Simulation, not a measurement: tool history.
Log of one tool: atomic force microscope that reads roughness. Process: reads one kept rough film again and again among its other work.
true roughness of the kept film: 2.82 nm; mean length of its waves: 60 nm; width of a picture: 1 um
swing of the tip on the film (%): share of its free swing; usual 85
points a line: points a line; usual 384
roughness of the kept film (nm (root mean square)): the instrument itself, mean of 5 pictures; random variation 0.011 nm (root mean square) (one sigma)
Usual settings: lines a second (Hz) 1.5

run,hour,lines a second (Hz),swing of the tip on the film (%),points a line,roughness of the kept film (nm (root mean square))
1,0,1.5,85,384,2.435
# hour 1.3: new tip fitted
2,11.7,1.5,85,384,2.551
3,19.9,1.5,85,384,2.532
4,33.6,1.5,85,675,2.533
5,51.9,1.5,67,384,2.633
6,59.4,2.07,85,384,2.472
7,71.6,2.07,85,384,2.439
8,85.8,1.5,73,384,2.581
9,93.4,1.5,73,384,2.574
10,101,1.5,73,384,2.591
11,116.4,1.5,73,384,2.556
12,129.5,1.5,73,384,2.565
13,137.6,1.5,73,384,2.567
14,154.7,1.5,73,384,2.56
15,171.6,1.5,85,384,2.446
16,189.6,1.5,85,384,2.468
17,202,1.5,85,384,2.455
18,215.8,1.5,85,384,2.462
19,230.8,1.5,73,384,2.52
20,247.4,1.5,73,384,2.508
21,264.7,1.48,73,496,2.537
# hour 280.9: new tip fitted
22,281.4,1.48,73,496,2.598
# hour 283.4: height scale calibrated on a step standard
23,289.9,2.95,65,691,2.61
24,303.4,2.95,65,691,2.578
# hour 311.1: height scale calibrated on a step standard, once more
25,313.7,0.72,59,322,2.677

The next listed run, before its measurement:
26,322.3,0.72,59,322,?

roughness of the kept film (nm (root mean square)): 2.684
Without the tool's hidden state the same run would have given roughness of the kept film (nm (root mean square)) 2.703.
